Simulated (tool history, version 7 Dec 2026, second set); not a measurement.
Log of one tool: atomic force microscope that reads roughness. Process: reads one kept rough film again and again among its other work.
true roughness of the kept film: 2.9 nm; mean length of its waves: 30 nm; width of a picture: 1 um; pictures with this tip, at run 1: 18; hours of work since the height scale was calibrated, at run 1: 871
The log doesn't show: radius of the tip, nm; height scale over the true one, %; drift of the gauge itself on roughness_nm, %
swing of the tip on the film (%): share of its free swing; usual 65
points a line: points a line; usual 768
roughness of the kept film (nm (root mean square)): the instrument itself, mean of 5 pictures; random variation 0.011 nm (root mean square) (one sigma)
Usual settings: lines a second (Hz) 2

| run | day | lines a second (Hz) | swing of the tip on the film (%) | points a line | pictures with this tip | hours of work since the height scale was calibrated | roughness of the kept film (nm (root mean square)) |
|---|---|---|---|---|---|---|---|
| 1 | 0 | 2 | 65 | 768 | 18 | 871 | 2.452 |
| 2 | 1.3 | 2 | 65 | 768 | 64 | 890 | 2.309 |
| 3 | 2.596 | 2 | 65 | 768 | 109 | 909 | 2.211 |
|  | 3.625 | new tip fitted |
| 4 | 3.975 | 2 | 65 | 768 | 12 | 930 | 2.455 |
| 5 | 5.546 | 2 | 65 | 862 | 67 | 953 | 2.324 |
|  | 7.65 | new tip fitted |
| 6 | 7.65 | 2 | 65 | 768 | 0 | 984 | 2.465 |
| 7 | 9.892 | 1.17 | 65 | 768 | 79 | 1018 | 2.322 |
| 8 | 11.254 | 1.17 | 65 | 768 | 126 | 1038 | 2.213 |
|  | 11.429 | height scale calibrated on a step standard |
|  | 11.812 | new tip fitted |
| 9 | 12.888 | 0.65 | 65 | 768 | 38 | 21 | 2.402 |
| 10 | 14.708 | 2 | 65 | 297 | 101 | 49 | 2.176 |
|  | 15.875 | new tip fitted |
| 11 | 16.588 | 2 | 65 | 560 | 25 | 76 | 2.4 |
| 12 | 18.896 | 1.75 | 74 | 768 | 106 | 111 | 2.189 |
|  | 20.062 | new tip fitted |
|  | 20.429 | height scale calibrated on a step standard, once more |
| 13 | 20.696 | 1.85 | 59 | 431 | 21 | 4 | 2.439 |
| 14 | 22.454 | 1 | 78 | 431 | 82 | 30 | 2.256 |
|  | 24.188 | new tip fitted |
| 15 | 24.258 | 2.21 | 57 | 428 | 3 | 57 | 2.503 |
| 16 | 26.492 | 2.21 | 57 | 428 | 81 | 90 | 2.273 |
|  | 28.288 | new tip fitted |
| 17 | 28.571 | 1.09 | 85 | 261 | 10 | 121 | 2.39 |
| 18 | 30.392 | 1.09 | 85 | 261 | 74 | 148 | 2.226 |
|  | 32.429 | new tip fitted |
| 19 | 32.608 | 1.09 | 85 | 261 | 6 | 181 | 2.418 |
| 20 | 33.883 | 3.21 | 65 | 545 | 51 | 200 | 2.317 |
| 21 | 35.667 | 2 | 65 | 258 | 113 | 226 | 2.161 |
|  | 36.583 | new tip fitted |
| 22 | 36.725 | 2.28 | 68 | 768 | 5 | 242 | 2.458 |

Forecast each of these 5 alternatives for the next run:
| A | 38.358 | 0.95 | 84 | 895 | 62 | 266 | ? |
| B | 38.358 | 2.28 | 68 | 357 | 62 | 266 | ? |
| C | 38.358 | 0.81 | 64 | 768 | 62 | 266 | ? |
| D | 38.358 | 1.15 | 68 | 418 | 62 | 266 | ? |
| E | 38.358 | 1.07 | 86 | 768 | 62 | 266 | ? |

| run | roughness of the kept film (nm (root mean square)) |
|---|---|
| A | 2.31 |
| B | 2.294 |
| C | 2.368 |
| D | 2.331 |
| E | 2.294 |
Without the tool's hidden state the same runs would have given:
| run | roughness of the kept film (nm (root mean square)) |
|---|---|
| A | 2.476 |
| B | 2.459 |
| C | 2.538 |
| D | 2.5 |
| E | 2.46 |

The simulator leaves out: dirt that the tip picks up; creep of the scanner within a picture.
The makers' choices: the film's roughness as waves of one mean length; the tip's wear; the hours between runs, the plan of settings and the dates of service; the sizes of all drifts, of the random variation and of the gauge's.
